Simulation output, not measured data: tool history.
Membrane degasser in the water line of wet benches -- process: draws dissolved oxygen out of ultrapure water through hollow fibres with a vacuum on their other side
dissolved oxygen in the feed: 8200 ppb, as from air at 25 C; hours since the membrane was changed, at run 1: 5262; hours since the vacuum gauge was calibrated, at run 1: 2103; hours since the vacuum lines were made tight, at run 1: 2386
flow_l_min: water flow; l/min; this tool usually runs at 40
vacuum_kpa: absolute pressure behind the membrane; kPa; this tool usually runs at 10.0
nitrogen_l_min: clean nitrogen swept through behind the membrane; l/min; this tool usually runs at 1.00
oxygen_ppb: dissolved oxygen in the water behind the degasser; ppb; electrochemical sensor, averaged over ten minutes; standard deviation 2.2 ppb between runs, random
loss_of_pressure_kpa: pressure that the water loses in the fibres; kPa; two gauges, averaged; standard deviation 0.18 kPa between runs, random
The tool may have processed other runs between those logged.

| run | hour | flow_l_min | vacuum_kpa | nitrogen_l_min | hours since the membrane was changed | hours since the vacuum gauge was calibrated | hours since the vacuum lines were made tight | oxygen_ppb | loss_of_pressure_kpa |
|---|---|---|---|---|---|---|---|---|---|
| 1 | 0.0 | 40 | 10.0 | 1.00 | 5262 | 2103 | 2386 | 617.9 | 49.78 |
| 2 | 164.5 | 40 | 10.0 | 1.00 | 5427 | 2268 | 2551 | 619.6 | 50.00 |
| 3 | 355.4 | 33 | 10.0 | 1.00 | 5618 | 2459 | 2741 | 517.9 | 41.54 |
| 4 | 476.6 | 33 | 10.0 | 1.00 | 5739 | 2580 | 2863 | 519.0 | 41.52 |
| 5 | 687.9 | 40 | 10.0 | 1.00 | 5950 | 2791 | 3074 | 622.3 | 50.25 |
| 6 | 782.5 | 40 | 10.0 | 0.46 | 6045 | 2886 | 3169 | 987.7 | 50.42 |
| 7 | 890.4 | 40 | 10.0 | 1.00 | 6153 | 2994 | 3276 | 622.1 | 50.31 |
| 8 | 1044.6 | 40 | 10.0 | 1.00 | 6307 | 3148 | 3431 | 623.3 | 50.39 |
| 9 | 1257.0 | 40 | 10.0 | 1.00 | 6519 | 3360 | 3643 | 625.1 | 50.60 |
| 10 | 1385.2 | 52 | 10.0 | 1.00 | 6648 | 3489 | 3771 | 794.7 | 65.63 |
| 11 | 1582.5 | 40 | 10.0 | 1.00 | 6845 | 3686 | 3968 | 621.9 | 50.55 |
| 12 | 1688.8 | 40 | 10.0 | 1.00 | 6951 | 3792 | 4075 | 622.7 | 50.24 |
| 13 | 1873.6 | 48 | 10.0 | 1.00 | 7136 | 3977 | 4260 | 736.8 | 60.61 |
| 14 | 1970.1 | 28 | 10.0 | 1.00 | 7232 | 4073 | 4356 | 447.7 | 35.58 |
| 15 | 2144.0 | 35 | 10.0 | 1.00 | 7406 | 4247 | 4530 | 554.3 | 44.10 |
| 16 | 2335.7 | 40 | 10.0 | 1.00 | 7598 | 4439 | 4722 | 627.7 | 50.48 |
| 17 | 2496.3 | 40 | 10.0 | 1.00 | 7759 | 4600 | 4882 | 626.9 | 50.90 |
| 18 | 2700.9 | 40 | 22.1 | 1.00 | 7963 | 4804 | 5087 | 1407.3 | 50.55 |
| 19 | 2896.3 | 45 | 22.1 | 1.04 | 8159 | 5000 | 5282 | 1502.0 | 57.15 |
| 20 | 2987.2 | 45 | 22.1 | 1.04 | 8250 | 5091 | 5373 | 1501.5 | 57.10 |
| 21 | 3094.6 | 45 | 22.1 | 1.04 | 8357 | 5198 | 5481 | 1504.8 | 56.96 |
| 22 | 3293.1 | 58 | 12.4 | 0.68 | 8555 | 5396 | 5679 | 1333.9 | 73.97 |
| 23 | 3436.7 | 37 | 10.0 | 1.47 | 8699 | 5540 | 5823 | 456.9 | 46.91 |
| 24 | 3565.0 | 45 | 10.0 | 1.47 | 8827 | 5668 | 5951 | 559.7 | 57.16 |
| 25 | 3667.7 | 33 | 10.0 | 0.44 | 8930 | 5771 | 6054 | 894.3 | 41.81 |
| 26 | 3889.1 | 25 | 6.1 | 0.44 | 9151 | 5992 | 6275 | 352.0 | 31.56 |
| 27 | 4037.1 | 27 | 9.3 | 1.20 | 9299 | 6140 | 6423 | 348.6 | 34.11 |
| 28 | 4211.7 | 28 | 13.8 | 0.75 | 9474 | 6315 | 6598 | 803.9 | 35.70 |
| 29 | 4420.5 | 28 | 13.8 | 0.75 | 9683 | 6524 | 6807 | 809.6 | 35.91 |
| 30 | 4552.6 | 34 | 6.3 | 1.61 | 9815 | 6656 | 6939 | 236.1 | 43.43 |
| 31 | 4675.8 | 49 | 10.0 | 0.92 | 9938 | 6779 | 7062 | 797.1 | 62.46 |

How would selected steps in oxygen_ppb from run to run divide? Give the signed amount a tool lacking its hidden state would still show from settings, what came in and random variation, and the signed amount left for the hidden state, including any gauge scatter that is not in both of the compared results.
Hidden state present: membrane still open, %; true pressure behind the membrane over the reading, kPa; air that leaks in behind the membrane, l/min; drift of the gauge itself on oxygen_ppb, %; drift of the gauge itself on loss_of_pressure_kpa, %.
Run 17 -> 18: vacuum_kpa 10.0 -> 22.1. oxygen_ppb +780.4 ppb: hidden state -1.8, all else +782.2.
Run 21 -> 22: flow_l_min 45 -> 58, vacuum_kpa 22.1 -> 12.4, nitrogen_l_min 1.04 -> 0.68. oxygen_ppb -170.9 ppb: hidden state +9.0, all else -179.9.
Run 22 -> 23: flow_l_min 58 -> 37, vacuum_kpa 12.4 -> 10.0, nitrogen_l_min 0.68 -> 1.47. oxygen_ppb -877.0 ppb: hidden state -10.1, all else -866.9.
Run 29 -> 30: flow_l_min 28 -> 34, vacuum_kpa 13.8 -> 6.3, nitrogen_l_min 0.75 -> 1.61. oxygen_ppb -573.5 ppb: hidden state +0.9, all else -574.4.
Run 30 -> 31: flow_l_min 34 -> 49, vacuum_kpa 6.3 -> 10.0, nitrogen_l_min 1.61 -> 0.92. oxygen_ppb +561.0 ppb: hidden state +12.6, all else +548.4.
